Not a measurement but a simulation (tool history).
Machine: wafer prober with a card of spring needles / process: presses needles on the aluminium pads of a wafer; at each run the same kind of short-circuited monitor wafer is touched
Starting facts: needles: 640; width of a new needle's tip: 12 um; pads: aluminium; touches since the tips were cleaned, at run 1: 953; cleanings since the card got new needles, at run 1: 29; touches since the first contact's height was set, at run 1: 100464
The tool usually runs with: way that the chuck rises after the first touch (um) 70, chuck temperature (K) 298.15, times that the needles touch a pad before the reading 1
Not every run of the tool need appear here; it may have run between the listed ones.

| run | hour | way that the chuck rises after the first touch (um) | chuck temperature (K) | times that the needles touch a pad before the reading | touches since the tips were cleaned | cleanings since the card got new needles | touches since the first contact's height was set | resistance of one needle with its contact and lead (mohm) | way that a needle slides on the pad (um) |
|---|---|---|---|---|---|---|---|---|---|
| 1 | 0 | 70 | 298.15 | 1 | 953 | 29 | 100464 | 192 | 16.51 |
|  | 6.9 | tips cleaned on abrasive film |
| 2 | 12.2 | 70 | 298.15 | 1 | 1530 | 30 | 103968 | 201 | 16.62 |
|  | 17.8 | tips cleaned on abrasive film |
| 3 | 19.8 | 70 | 298.15 | 1 | 569 | 31 | 106138 | 177 | 16.52 |
|  | 28.4 | tips cleaned on abrasive film |
| 4 | 32.3 | 70 | 298.15 | 1 | 1132 | 32 | 109738 | 188 | 16.62 |
|  | 38.5 | tips cleaned on abrasive film |
| 5 | 38.5 | 70 | 298.15 | 1 | 0 | 33 | 111502 | 168 | 16.46 |
| 6 | 47.5 | 70 | 298.15 | 2 | 2586 | 33 | 114088 | 198 | 16.53 |
|  | 48.7 | tips cleaned on abrasive film |
| 7 | 58.1 | 70 | 298.15 | 2 | 2733 | 34 | 117134 | 196 | 16.38 |
|  | 58.8 | tips cleaned on abrasive film |
| 8 | 66.3 | 70 | 298.15 | 2 | 2176 | 35 | 119494 | 195 | 16.32 |
|  | 69.1 | tips cleaned on abrasive film |
| 9 | 76.3 | 70 | 298.15 | 2 | 2065 | 36 | 122333 | 195 | 16.63 |
|  | 79.4 | tips cleaned on abrasive film |
|  | 89.5 | tips cleaned on abrasive film |
| 10 | 90.5 | 65 | 298.15 | 1 | 303 | 38 | 126409 | 178 | 15.17 |
|  | 99.8 | tips cleaned on abrasive film |
| 11 | 104.2 | 65 | 298.15 | 1 | 1275 | 39 | 130323 | 208 | 15.06 |
|  | 109.8 | tips cleaned on abrasive film |
| 12 | 114 | 65 | 298.15 | 1 | 1220 | 40 | 133141 | 207 | 14.88 |
|  | 120.1 | tips cleaned on abrasive film |
| 13 | 126.9 | 65 | 298.15 | 1 | 1960 | 41 | 136848 | 224 | 14.92 |
|  | 131 | tips cleaned on abrasive film |
| 14 | 133.9 | 70 | 298.15 | 1 | 837 | 42 | 138831 | 188 | 16.4 |
| 15 | 139.8 | 70 | 298.15 | 1 | 2542 | 42 | 140536 | 225 | 16.23 |
|  | 141.7 | tips cleaned on abrasive film |
| 16 | 147.6 | 70 | 357.15 | 1 | 1698 | 43 | 142768 | 216 | 16.2 |
|  | 152.3 | tips cleaned on abrasive film |
| 17 | 156.6 | 70 | 357.15 | 1 | 1247 | 44 | 145354 | 212 | 16.12 |
|  | 163.2 | tips cleaned on abrasive film |
| 18 | 170.2 | 70 | 357.15 | 1 | 2022 | 45 | 149255 | 225 | 16.24 |
|  | 173.6 | tips cleaned on abrasive film |
| 19 | 176.2 | 70 | 357.15 | 1 | 745 | 46 | 150968 | 202 | 15.96 |
|  | 184.3 | tips cleaned on abrasive film |
| 20 | 185.6 | 70 | 312.15 | 2 | 373 | 47 | 153651 | 173 | 16.02 |
|  | 195.3 | tips cleaned on abrasive film |
| 21 | 197.9 | 56 | 328.15 | 1 | 737 | 48 | 157192 | 216 | 12.62 |
| 22 | 205.2 | 56 | 313.15 | 1 | 2839 | 48 | 159294 | 273 | 12.7 |
|  | 205.9 | tips cleaned on abrasive film |
| 23 | 212.5 | 78 | 299.15 | 1 | 1910 | 49 | 161385 | 203 | 17.94 |
|  | 213.4 | height of the first contact set anew |
|  | 216.4 | tips cleaned on abrasive film |
| 24 | 223.3 | 78 | 299.15 | 1 | 1998 | 50 | 2837 | 207 | 17.37 |
|  | 226.5 | tips cleaned on abrasive film |
| 25 | 233.5 | 70 | 302.15 | 3 | 2035 | 51 | 5766 | 187 | 15.26 |
|  | 237.1 | tips cleaned on abrasive film |
| 26 | 246.9 | 70 | 302.15 | 3 | 2855 | 52 | 9624 | 189 | 15.28 |
|  | 247.8 | tips cleaned on abrasive film |
| 27 | 253.1 | 70 | 335.15 | 3 | 1545 | 53 | 11394 | 186 | 15.24 |
|  | 258.7 | tips cleaned on abrasive film |
| 28 | 264.8 | 70 | 335.15 | 3 | 1781 | 54 | 14755 | 189 | 15.12 |
|  | 269.4 | tips cleaned on abrasive film |
| 29 | 275.1 | 52 | 335.15 | 1 | 1668 | 55 | 17701 | 281 | 10.95 |
|  | 279.8 | tips cleaned on abrasive film |
| 30 | 281.2 | 52 | 319.15 | 1 | 405 | 56 | 19433 | 214 | 10.82 |
|  | 287.9 | height of the first contact set anew, once more |
|  | 290.6 | tips cleaned on abrasive film |
| 31 | 292.4 | 67 | 298.15 | 2 | 504 | 57 | 1279 | 174 | 16.61 |
|  | 301.2 | tips cleaned on abrasive film |
| 32 | 301.8 | 51 | 368.15 | 1 | 181 | 58 | 3975 | 195 | 12.54 |
|  | 311.4 | tips cleaned on abrasive film |
| 33 | 313.1 | 80 | 308.15 | 2 | 504 | 59 | 7228 | 168 | 19.79 |

Below are 3 alternative next runs, each starting from the tool's condition after run 33. Predict each:
|  | 321.5 | tips cleaned on abrasive film |
| A | 321.9 | 70 | 298.15 | 2 | 125 | 60 | 9744 | ? | ? |
|  | 321.5 | tips cleaned on abrasive film |
| B | 321.9 | 81 | 298.15 | 1 | 125 | 60 | 9744 | ? | ? |
|  | 321.5 | tips cleaned on abrasive film |
| C | 321.9 | 74 | 300.15 | 2 | 125 | 60 | 9744 | ? | ? |

| run | resistance of one needle with its contact and lead (mohm) | way that a needle slides on the pad (um) |
|---|---|---|
| A | 170 | 17.23 |
| B | 164 | 20.1 |
| C | 167 | 18.35 |
Take away the tool's hidden state, keep each run's random variation, and the runs would have read:
| run | resistance of one needle with its contact and lead (mohm) | way that a needle slides on the pad (um) |
|---|---|---|
| A | 162 | 17.33 |
| B | 155 | 20.2 |
| C | 160 | 18.45 |
